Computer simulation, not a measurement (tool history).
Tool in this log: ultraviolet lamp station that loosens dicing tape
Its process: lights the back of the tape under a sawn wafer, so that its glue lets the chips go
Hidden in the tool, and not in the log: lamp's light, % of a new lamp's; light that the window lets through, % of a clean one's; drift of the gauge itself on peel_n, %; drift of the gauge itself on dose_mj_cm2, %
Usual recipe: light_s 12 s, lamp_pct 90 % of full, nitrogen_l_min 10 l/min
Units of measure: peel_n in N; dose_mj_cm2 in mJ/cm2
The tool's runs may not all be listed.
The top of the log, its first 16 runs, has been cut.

| run | hour | light_s | lamp_pct | nitrogen_l_min | hours of work of the lamp | hours of work since the window was cleaned | peel_n | dose_mj_cm2 |
|---|---|---|---|---|---|---|---|---|
| 17 | 139.9 | 12 | 90 | 10 | 173 | 348 | 0.446 | 332 |
| 18 | 150.0 | 12 | 90 | 6 | 180 | 355 | 0.638 | 333 |
| 19 | 162.5 | 10 | 75 | 5 | 189 | 364 | 1.400 | 229 |
| 20 | 169.5 | 12 | 76 | 10 | 194 | 369 | 0.586 | 279 |
| 21 | 181.0 | 12 | 75 | 16 | 203 | 378 | 0.455 | 277 |
| 22 | 190.3 | 12 | 75 | 4 | 210 | 384 | 1.209 | 278 |
| 23 | 196.8 | 22 | 65 | 5 | 214 | 389 | 0.445 | 429 |
| 24 | 204.7 | 22 | 65 | 5 | 220 | 395 | 0.424 | 436 |
| 25 | 217.3 | 12 | 90 | 18 | 229 | 404 | 0.324 | 329 |
| 26 | 224.7 | 9 | 90 | 3 | 235 | 410 | 1.660 | 243 |
| 27 | 234.7 | 15 | 76 | 3 | 242 | 417 | 0.973 | 349 |
|  | 247.4 | window cleaned of glue's vapour |
| 28 | 247.4 | 15 | 76 | 3 | 251 | 0 | 0.973 | 350 |
| 29 | 260.8 | 8 | 85 | 3 | 261 | 10 | 2.165 | 209 |
| 30 | 271.4 | 8 | 85 | 3 | 268 | 17 | 2.053 | 208 |
| 31 | 277.2 | 8 | 85 | 3 | 272 | 22 | 2.125 | 209 |
| 32 | 287.1 | 8 | 92 | 19 | 280 | 29 | 0.595 | 224 |
| 33 | 295.9 | 8 | 92 | 19 | 286 | 35 | 0.581 | 222 |
| 34 | 305.3 | 8 | 92 | 19 | 293 | 42 | 0.587 | 224 |
| 35 | 315.6 | 19 | 93 | 15 | 300 | 50 | 0.231 | 546 |
| 36 | 325.8 | 14 | 83 | 15 | 308 | 57 | 0.318 | 356 |

5 ways to go on from here, each from the tool as it stands after run 36. What would each give?
| A | 338.9 | 12 | 72 | 8 | 317 | 67 | ? | ? |
| B | 338.9 | 12 | 73 | 7 | 317 | 67 | ? | ? |
| C | 338.9 | 7 | 62 | 10 | 317 | 67 | ? | ? |
| D | 338.9 | 8 | 66 | 14 | 317 | 67 | ? | ? |
| E | 338.9 | 12 | 90 | 4 | 317 | 67 | ? | ? |

| run | peel_n | dose_mj_cm2 |
|---|---|---|
| A | 0.766 | 266 |
| B | 0.820 | 265 |
| C | 2.048 | 130 |
| D | 1.305 | 162 |
| E | 0.871 | 328 |
Stripped of hidden state, with their random variation kept, the same runs would have yielded:
| run | peel_n | dose_mj_cm2 |
|---|---|---|
| A | 0.765 | 266 |
| B | 0.819 | 266 |
| C | 2.046 | 130 |
| D | 1.304 | 162 |
| E | 0.869 | 328 |

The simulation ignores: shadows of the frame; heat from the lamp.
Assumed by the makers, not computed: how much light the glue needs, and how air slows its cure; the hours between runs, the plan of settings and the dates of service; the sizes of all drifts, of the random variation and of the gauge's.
